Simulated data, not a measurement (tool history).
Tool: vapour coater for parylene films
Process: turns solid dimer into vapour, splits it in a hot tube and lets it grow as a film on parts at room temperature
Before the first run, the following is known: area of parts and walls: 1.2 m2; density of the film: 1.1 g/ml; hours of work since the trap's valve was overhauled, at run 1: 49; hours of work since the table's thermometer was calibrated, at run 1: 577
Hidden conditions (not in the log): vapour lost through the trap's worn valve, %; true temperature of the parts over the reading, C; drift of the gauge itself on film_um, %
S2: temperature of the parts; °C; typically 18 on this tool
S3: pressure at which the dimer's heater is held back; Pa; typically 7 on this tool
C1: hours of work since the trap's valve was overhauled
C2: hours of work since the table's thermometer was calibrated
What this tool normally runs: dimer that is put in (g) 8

run 1 hour=0 | dimer_that_is_put_in_(g)=8 S2=18 S3=7 | C1=49 C2=577 | thickness_of_the_film_(um)=3.62
run 2 hour=48.3 | dimer_that_is_put_in_(g)=7 S2=18 S3=7 | C1=72 C2=600 | thickness_of_the_film_(um)=3.12
run 3 hour=110.6 | dimer_that_is_put_in_(g)=7 S2=18 S3=7 | C1=102 C2=629 | thickness_of_the_film_(um)=3.15
run 4 hour=177 | dimer_that_is_put_in_(g)=7 S2=18 S3=7 | C1=134 C2=661 | thickness_of_the_film_(um)=3.1
run 5 hour=251.8 | dimer_that_is_put_in_(g)=7 S2=18 S3=7 | C1=169 C2=697 | thickness_of_the_film_(um)=3.04
run 6 hour=314.5 | dimer_that_is_put_in_(g)=8 S2=18 S3=6.88 | C1=199 C2=727 | thickness_of_the_film_(um)=3.49
run 7 hour=361.3 | dimer_that_is_put_in_(g)=9 S2=18 S3=6.88 | C1=221 C2=749 | thickness_of_the_film_(um)=3.84
run 8 hour=440.2 | dimer_that_is_put_in_(g)=9 S2=18 S3=6.88 | C1=259 C2=787 | thickness_of_the_film_(um)=3.8
run 9 hour=514.9 | dimer_that_is_put_in_(g)=9 S2=18 S3=6.88 | C1=295 C2=822 | thickness_of_the_film_(um)=3.77
run 10 hour=576.9 | dimer_that_is_put_in_(g)=8 S2=27 S3=7 | C1=324 C2=852 | thickness_of_the_film_(um)=2.53
run 11 hour=658.3 | dimer_that_is_put_in_(g)=8 S2=27 S3=7 | C1=363 C2=891 | thickness_of_the_film_(um)=2.53
run 12 hour=695.2 | dimer_that_is_put_in_(g)=8 S2=27 S3=7 | C1=381 C2=908 | thickness_of_the_film_(um)=2.54
run 13 hour=735.8 | dimer_that_is_put_in_(g)=8 S2=22 S3=7 | C1=400 C2=928 | thickness_of_the_film_(um)=2.89
run 14 hour=808.5 | dimer_that_is_put_in_(g)=8 S2=18 S3=7 | C1=435 C2=963 | thickness_of_the_film_(um)=3.2
run 15 hour=846 | dimer_that_is_put_in_(g)=8 S2=18 S3=7 | C1=453 C2=980 | thickness_of_the_film_(um)=3.22
run 16 hour=909.2 | dimer_that_is_put_in_(g)=8 S2=18 S3=2.31 | C1=483 C2=1011 | thickness_of_the_film_(um)=3.61
-- hour=931.5 trap's valve overhauled
run 17 hour=993.2 | dimer_that_is_put_in_(g)=8 S2=18 S3=2.31 | C1=29 C2=1049 | thickness_of_the_film_(um)=4
run 18 hour=1026.8 | dimer_that_is_put_in_(g)=8 S2=18 S3=2.31 | C1=45 C2=1065 | thickness_of_the_film_(um)=4.04
run 19 hour=1076.7 | dimer_that_is_put_in_(g)=8 S2=18 S3=2.31 | C1=69 C2=1089 | thickness_of_the_film_(um)=4.04
run 20 hour=1123.6 | dimer_that_is_put_in_(g)=10 S2=10 S3=7 | C1=92 C2=1111 | thickness_of_the_film_(um)=5.72
run 21 hour=1204 | dimer_that_is_put_in_(g)=10 S2=10 S3=7 | C1=130 C2=1149 | thickness_of_the_film_(um)=5.67
run 22 hour=1279.1 | dimer_that_is_put_in_(g)=10 S2=10 S3=6.17 | C1=166 C2=1185 | thickness_of_the_film_(um)=5.69
run 23 hour=1320 | dimer_that_is_put_in_(g)=10 S2=12 S3=3.73 | C1=185 C2=1205 | thickness_of_the_film_(um)=5.56
run 24 hour=1401.9 | dimer_that_is_put_in_(g)=5 S2=19 S3=3.32 | C1=225 C2=1244 | thickness_of_the_film_(um)=2.31
run 25 hour=1464.8 | dimer_that_is_put_in_(g)=5 S2=14 S3=4.45 | C1=255 C2=1274 | thickness_of_the_film_(um)=2.55
run 26 hour=1515.4 | dimer_that_is_put_in_(g)=5 S2=14 S3=4.45 | C1=279 C2=1298 | thickness_of_the_film_(um)=2.51
run 27 hour=1564.7 | dimer_that_is_put_in_(g)=5 S2=14 S3=4.45 | C1=302 C2=1322 | thickness_of_the_film_(um)=2.44
run 28 hour=1611.7 | dimer_that_is_put_in_(g)=4 S2=16 S3=8.95 | C1=325 C2=1344 | thickness_of_the_film_(um)=1.75
run 29 hour=1683.2 | dimer_that_is_put_in_(g)=4 S2=16 S3=8.95 | C1=359 C2=1378 | thickness_of_the_film_(um)=1.76
run 30 hour=1755.3 | dimer_that_is_put_in_(g)=4 S2=29 S3=2.29 | C1=393 C2=1413 | thickness_of_the_film_(um)=1.38
run 31 hour=1801.3 | dimer_that_is_put_in_(g)=4 S2=29 S3=2.29 | C1=415 C2=1434 | thickness_of_the_film_(um)=1.36
run 32 hour=1862.5 | dimer_that_is_put_in_(g)=4 S2=29 S3=2.29 | C1=444 C2=1464 | thickness_of_the_film_(um)=1.31
run 33 hour=1930.3 | dimer_that_is_put_in_(g)=4 S2=29 S3=2.29 | C1=477 C2=1496 | thickness_of_the_film_(um)=1.34
-- hour=1966.1 trap's valve overhauled
-- hour=2014.2 table's thermometer calibrated
run 34 hour=2014.2 | dimer_that_is_put_in_(g)=4 S2=10 S3=3.92 | C1=22 C2=0 | thickness_of_the_film_(um)=2.39
run 35 hour=2067.1 | dimer_that_is_put_in_(g)=8 S2=18 S3=2.74 | C1=48 C2=25 | thickness_of_the_film_(um)=3.88
run 36 hour=2129.2 | dimer_that_is_put_in_(g)=12 S2=18 S3=9.47 | C1=77 C2=55 | thickness_of_the_film_(um)=5.12
run 37 hour=2186.8 | dimer_that_is_put_in_(g)=11 S2=18 S3=6.86 | C1=105 C2=82 | thickness_of_the_film_(um)=4.77

Predict each of these 4 candidate next runs independently; none follows another, all start after run 37:
run A hour=2249.9 | dimer_that_is_put_in_(g)=10 S2=18 S3=6.86 | C1=135 C2=112 | thickness_of_the_film_(um)=?
run B hour=2249.9 | dimer_that_is_put_in_(g)=11 S2=10 S3=6.86 | C1=135 C2=112 | thickness_of_the_film_(um)=?
run C hour=2249.9 | dimer_that_is_put_in_(g)=11 S2=26 S3=4.62 | C1=135 C2=112 | thickness_of_the_film_(um)=?
run D hour=2249.9 | dimer_that_is_put_in_(g)=4 S2=21 S3=7.06 | C1=135 C2=112 | thickness_of_the_film_(um)=?

run=A thickness_of_the_film_(um)=4.32
run=B thickness_of_the_film_(um)=6.05
run=C thickness_of_the_film_(um)=3.89
run=D thickness_of_the_film_(um)=1.55
Without the tool's unlogged condition, the same runs would have read:
run=A thickness_of_the_film_(um)=4.47
run=B thickness_of_the_film_(um)=6.25
run=C thickness_of_the_film_(um)=4.02
run=D thickness_of_the_film_(um)=1.6

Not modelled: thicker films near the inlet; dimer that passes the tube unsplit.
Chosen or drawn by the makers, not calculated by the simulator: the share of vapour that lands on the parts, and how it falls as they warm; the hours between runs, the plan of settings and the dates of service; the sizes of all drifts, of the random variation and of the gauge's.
